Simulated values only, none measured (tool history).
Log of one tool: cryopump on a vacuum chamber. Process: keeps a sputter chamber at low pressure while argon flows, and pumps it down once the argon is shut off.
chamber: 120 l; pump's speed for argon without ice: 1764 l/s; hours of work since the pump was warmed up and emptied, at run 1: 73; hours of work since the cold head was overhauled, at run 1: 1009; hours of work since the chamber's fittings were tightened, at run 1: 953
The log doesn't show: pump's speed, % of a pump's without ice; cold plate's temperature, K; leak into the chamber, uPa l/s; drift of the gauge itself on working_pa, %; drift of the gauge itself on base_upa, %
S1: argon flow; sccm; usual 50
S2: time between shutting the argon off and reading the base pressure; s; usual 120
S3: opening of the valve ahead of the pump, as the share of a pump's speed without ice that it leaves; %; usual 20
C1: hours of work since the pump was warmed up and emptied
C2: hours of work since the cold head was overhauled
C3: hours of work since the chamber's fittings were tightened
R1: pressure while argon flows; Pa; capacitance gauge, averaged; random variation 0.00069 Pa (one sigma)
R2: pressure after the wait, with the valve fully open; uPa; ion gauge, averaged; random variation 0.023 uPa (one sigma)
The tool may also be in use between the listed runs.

Run 1, hour 0.0: usual settings; C1 73; C2 1009; C3 953. Result: R1 0.2422 Pa, R2 1.41 uPa.
Run 2, hour 59.8: usual settings; C1 109; C2 1045; C3 988. Result: R1 0.2426 Pa, R2 1.38 uPa.
Run 3, hour 99.5: usual settings but S3 17 %; C1 133; C2 1068; C3 1012. Result: R1 0.2856 Pa, R2 1.44 uPa.
Run 4, hour 169.8: usual settings but S3 17 %; C1 175; C2 1110; C3 1054. Result: R1 0.2868 Pa, R2 1.55 uPa.
Run 5, hour 236.0: usual settings but S3 17 %; C1 215; C2 1150; C3 1094. Result: R1 0.2874 Pa, R2 1.61 uPa.
Run 6, hour 298.6: usual settings but S1 32 sccm, S3 17 %; C1 252; C2 1188; C3 1131. Result: R1 0.1843 Pa, R2 1.61 uPa.
Run 7, hour 360.8: usual settings; C1 289; C2 1225; C3 1169. Result: R1 0.2472 Pa, R2 1.61 uPa.
Run 8, hour 444.3: usual settings but S2 54 s; C1 339; C2 1275; C3 1219. Result: R1 0.2482 Pa, R2 2.39 uPa.
Run 9, hour 503.1: usual settings but S2 36 s; C1 375; C2 1310; C3 1254. Result: R1 0.2470 Pa, R2 3.00 uPa.
Run 10, hour 559.8: usual settings; C1 409; C2 1344; C3 1288. Result: R1 0.2478 Pa, R2 1.81 uPa.
At hour 613.8: pump warmed up, emptied and cooled again.
Run 11, hour 651.6: usual settings; C1 23; C2 1396; C3 1340. Result: R1 0.2416 Pa, R2 1.70 uPa.
Run 12, hour 708.1: usual settings; C1 56; C2 1430; C3 1374. Result: R1 0.2422 Pa, R2 1.75 uPa.
Run 13, hour 786.1: usual settings but S2 56 s; C1 103; C2 1477; C3 1420. Result: R1 0.2428 Pa, R2 2.43 uPa.
Run 14, hour 869.1: usual settings but S2 56 s, S3 50 %; C1 153; C2 1526; C3 1470. Result: R1 0.1004 Pa, R2 2.53 uPa.
Run 15, hour 908.7: usual settings; C1 177; C2 1550; C3 1494. Result: R1 0.2452 Pa, R2 1.88 uPa.
Run 16, hour 965.8: usual settings but S2 41 s; C1 211; C2 1584; C3 1528. Result: R1 0.2447 Pa, R2 2.96 uPa.
Run 17, hour 1039.0: usual settings but S2 41 s; C1 255; C2 1628; C3 1572. Result: R1 0.2468 Pa, R2 3.13 uPa.
Run 18, hour 1117.7: usual settings; C1 302; C2 1675; C3 1619. Result: R1 0.2475 Pa, R2 2.02 uPa.
Run 19, hour 1193.8: usual settings; C1 347; C2 1721; C3 1664. Result: R1 0.2491 Pa, R2 2.10 uPa.
Run 20, hour 1263.8: usual settings but S1 23 sccm; C1 389; C2 1763; C3 1706. Result: R1 0.1153 Pa, R2 2.16 uPa.
At hour 1347.5: pump warmed up, emptied and cooled again.
Run 21, hour 1347.5: usual settings but S1 35 sccm, S2 260 s; C1 0; C2 1810; C3 1753. Result: R1 0.1692 Pa, R2 1.71 uPa.
Run 22, hour 1398.2: usual settings but S1 34 sccm, S2 28 s, S3 44 %; C1 30; C2 1840; C3 1784. Result: R1 0.0752 Pa, R2 3.69 uPa.
Run 23, hour 1446.0: usual settings but S1 70 sccm, S2 31 s; C1 59; C2 1869; C3 1812. Result: R1 0.3396 Pa, R2 3.61 uPa.
Run 24, hour 1525.2: usual settings but S1 23 sccm; C1 106; C2 1916; C3 1860. Result: R1 0.1120 Pa, R2 2.10 uPa.
Run 25, hour 1611.2: usual settings but S1 23 sccm; C1 158; C2 1968; C3 1911. Result: R1 0.1122 Pa, R2 2.17 uPa.
Run 26, hour 1653.4: usual settings but S2 33 s, S3 45 %; C1 183; C2 1993; C3 1937. Result: R1 0.1113 Pa, R2 3.61 uPa.
Run 27, hour 1718.2: usual settings but S1 65 sccm, S2 26 s, S3 56 %; C1 222; C2 2032; C3 1975. Result: R1 0.1188 Pa, R2 4.18 uPa.
Run 28, hour 1755.3: usual settings but S1 55 sccm, S2 113 s, S3 56 %; C1 244; C2 2054; C3 1998. Result: R1 0.1015 Pa, R2 2.41 uPa.
Run 29, hour 1800.8: usual settings but S2 134 s, S3 19 %; C1 271; C2 2081; C3 2025. Result: R1 0.2601 Pa, R2 2.37 uPa.
At hour 1877.2: leaking fittings of the chamber tightened, without venting.
Run 30, hour 1881.9: usual settings but S2 134 s, S3 19 %; C1 319; C2 2128; C3 3. Result: R1 0.2604 Pa, R2 0.74 uPa.
Run 31, hour 1933.0: usual settings but S1 26 sccm, S2 255 s, S3 26 %; C1 349; C2 2159; C3 33. Result: R1 0.1003 Pa, R2 0.49 uPa.
Run 32, hour 2024.3: usual settings but S1 26 sccm, S2 255 s, S3 60 %; C1 404; C2 2214; C3 88. Result: R1 0.0473 Pa, R2 0.56 uPa.
Run 33, hour 2075.3: usual settings but S1 41 sccm, S2 27 s, S3 31 %; C1 435; C2 2244; C3 119. Result: R1 0.1362 Pa, R2 2.70 uPa.
At hour 2088.1: pump warmed up, emptied and cooled again.
Run 34, hour 2130.7: usual settings but S1 39 sccm, S2 46 s, S3 30 %; C1 26; C2 2274; C3 149. Result: R1 0.1262 Pa, R2 1.73 uPa.
Run 35, hour 2181.0: usual settings but S1 36 sccm, S2 211 s, S3 17 %; C1 56; C2 2304; C3 179. Result: R1 0.2048 Pa, R2 0.64 uPa.

Forecast each of these 3 alternatives for the next run:
Run A, hour 2227.7: usual settings but S1 34 sccm, S2 62 s, S3 17 %; C1 84; C2 2332; C3 207. Result: R1 ?, R2 ?.
Run B, hour 2227.7: usual settings but S1 22 sccm, S2 255 s, S3 24 %; C1 84; C2 2332; C3 207. Result: R1 ?, R2 ?.
Run C, hour 2227.7: usual settings but S2 38 s, S3 23 %; C1 84; C2 2332; C3 207. Result: R1 ?, R2 ?.

run      R1    R2
  A  0.1928  1.34
  B  0.0892  0.63
  C  0.2112  2.06
Without the tool's hidden state the same runs would have given:
run      R1    R2
  A  0.1907  1.15
  B  0.0878  0.43
  C  0.2082  1.86
